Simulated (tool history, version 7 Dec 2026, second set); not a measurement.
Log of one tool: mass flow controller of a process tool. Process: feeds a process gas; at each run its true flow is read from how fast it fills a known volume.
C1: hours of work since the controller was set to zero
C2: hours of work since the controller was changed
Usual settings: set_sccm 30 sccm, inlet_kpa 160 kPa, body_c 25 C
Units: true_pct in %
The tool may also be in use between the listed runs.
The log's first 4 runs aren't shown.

Run 5, hour 1113.5: usual settings but set_sccm 29 sccm; C1 4336; C2 4336. Result: true_pct 100.18 %.
Run 6, hour 1262.9: usual settings; C1 4421; C2 4421. Result: true_pct 100.36 %.
Run 7, hour 1414.2: usual settings; C1 4507; C2 4507. Result: true_pct 100.33 %.
Run 8, hour 1749.4: usual settings; C1 4698; C2 4698. Result: true_pct 100.21 %.
Run 9, hour 2038.4: usual settings; C1 4862; C2 4862. Result: true_pct 100.27 %.
Run 10, hour 2266.5: usual settings; C1 4992; C2 4992. Result: true_pct 100.3 %.
Run 11, hour 2570.5: usual settings but set_sccm 16 sccm; C1 5165; C2 5165. Result: true_pct 99.31 %.
At hour 2594.3: controller's zero set anew.
Run 12, hour 2818.9: usual settings but set_sccm 17 sccm; C1 128; C2 5307. Result: true_pct 98.96 %.
Run 13, hour 3100.1: usual settings but body_c 22 C; C1 288; C2 5467. Result: true_pct 100.05 %.
Run 14, hour 3273.4: usual settings but body_c 22 C; C1 387; C2 5566. Result: true_pct 100.02 %.
Run 15, hour 3555.7: usual settings; C1 548; C2 5726. Result: true_pct 100.07 %.
Run 16, hour 3810: usual settings but inlet_kpa 264 kPa, body_c 32 C; C1 692; C2 5871. Result: true_pct 100.91 %.
Run 17, hour 4094.4: usual settings but inlet_kpa 264 kPa, body_c 32 C; C1 854; C2 6033. Result: true_pct 100.87 %.
Run 18, hour 4328.4: usual settings but inlet_kpa 201 kPa, body_c 32 C; C1 988; C2 6166. Result: true_pct 100.78 %.
At hour 4491.7: controller's zero set anew, once more.
Run 19, hour 4650.5: usual settings but inlet_kpa 241 kPa, body_c 23 C; C1 90; C2 6350. Result: true_pct 101.58 %.
Run 20, hour 4943.4: usual settings but set_sccm 7 sccm, inlet_kpa 246 kPa, body_c 37 C; C1 257; C2 6516. Result: true_pct 101.92 %.
At hour 5204.3: controller exchanged for a calibrated one.
Run 21, hour 5220: usual settings but body_c 34 C; C1 9; C2 9. Result: true_pct 100.03 %.
Run 22, hour 5467.6: usual settings but set_sccm 38 sccm, inlet_kpa 158 kPa; C1 150; C2 150. Result: true_pct 99.44 %.
Run 23, hour 5676.5: usual settings but set_sccm 7 sccm, body_c 33 C; C1 269; C2 269. Result: true_pct 99.51 %.

Forecast run 24:
Run 24, hour 6003.6: usual settings but set_sccm 7 sccm, body_c 33 C; C1 455; C2 455. Result: true_pct ?.

{"run 24": {"true_pct": 99.35}}
Without the tool's hidden state the same run would have given true_pct 100.11 %.
